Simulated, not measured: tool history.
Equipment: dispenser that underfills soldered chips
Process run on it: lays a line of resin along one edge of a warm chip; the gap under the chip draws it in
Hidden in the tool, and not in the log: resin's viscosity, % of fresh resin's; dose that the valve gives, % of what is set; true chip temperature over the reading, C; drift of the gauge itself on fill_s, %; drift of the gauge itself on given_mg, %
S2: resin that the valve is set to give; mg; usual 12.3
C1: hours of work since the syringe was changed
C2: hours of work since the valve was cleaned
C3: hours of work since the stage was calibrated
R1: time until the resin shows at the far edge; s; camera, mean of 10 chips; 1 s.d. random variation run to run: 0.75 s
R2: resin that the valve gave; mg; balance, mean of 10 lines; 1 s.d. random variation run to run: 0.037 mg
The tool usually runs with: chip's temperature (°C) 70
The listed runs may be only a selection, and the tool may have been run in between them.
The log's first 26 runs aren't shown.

Run 27, day 4.979: usual settings but S2 12.7 mg; C1 5; C2 41; C3 242. Result: R1 82.6 s, R2 12.52 mg.
At day 5.158: new syringe of resin.
Run 28, day 5.175: usual settings but chip's temperature (°C) 82; C1 0; C2 44; C3 245. Result: R1 38.5 s, R2 12.08 mg.
Run 29, day 5.388: usual settings but chip's temperature (°C) 82, S2 11.6 mg; C1 4; C2 48; C3 249. Result: R1 44.4 s, R2 11.41 mg.
Run 30, day 5.583: usual settings but chip's temperature (°C) 75, S2 11.1 mg; C1 8; C2 52; C3 253. Result: R1 71.8 s, R2 10.8 mg.
At day 5.633: new syringe of resin.
Run 31, day 5.833: usual settings but chip's temperature (°C) 75, S2 16 mg; C1 4; C2 56; C3 257. Result: R1 58 s, R2 15.63 mg.
Run 32, day 6.004: usual settings but chip's temperature (°C) 59, S2 14.6 mg; C1 7; C2 59; C3 260. Result: R1 143 s, R2 14.22 mg.
At day 6.112: new syringe of resin.
Run 33, day 6.258: usual settings but chip's temperature (°C) 66, S2 10.5 mg; C1 3; C2 63; C3 265. Result: R1 96.3 s, R2 10.21 mg.
Run 34, day 6.367: usual settings but chip's temperature (°C) 81, S2 11.6 mg; C1 5; C2 65; C3 267. Result: R1 48.3 s, R2 11.27 mg.
Run 35, day 6.504: usual settings but chip's temperature (°C) 83, S2 14.8 mg; C1 7; C2 68; C3 269. Result: R1 47.5 s, R2 14.35 mg.

Each row is a separate what-if for the run after 35, all from the same tool condition, not one after another. Results?
At day 6.596: new syringe of resin.
At day 6.638: dispensing valve cleaned and set on the balance.
Run A, day 6.692: usual settings but S2 10.5 mg; C1 1; C2 1; C3 272. Result: R1 ?, R2 ?.
At day 6.596: new syringe of resin.
At day 6.638: dispensing valve cleaned and set on the balance.
Run B, day 6.692: usual settings but S2 10.7 mg; C1 1; C2 1; C3 272. Result: R1 ?, R2 ?.
At day 6.596: new syringe of resin.
At day 6.638: dispensing valve cleaned and set on the balance.
Run C, day 6.692: usual settings but chip's temperature (°C) 83, S2 14.8 mg; C1 1; C2 1; C3 272. Result: R1 ?, R2 ?.
At day 6.596: new syringe of resin.
At day 6.638: dispensing valve cleaned and set on the balance.
Run D, day 6.692: usual settings but chip's temperature (°C) 57, S2 14.9 mg; C1 1; C2 1; C3 272. Result: R1 ?, R2 ?.

run     R1     R2
  A   71.3  10.56
  B   72.1  10.66
  C   36.1  14.79
  D  130.1  14.87
Had the tool no hidden state, the same runs would have come out as:
run     R1     R2
  A   72.1  10.55
  B   72.9  10.64
  C   36.4  14.77
  D  132.1  14.85
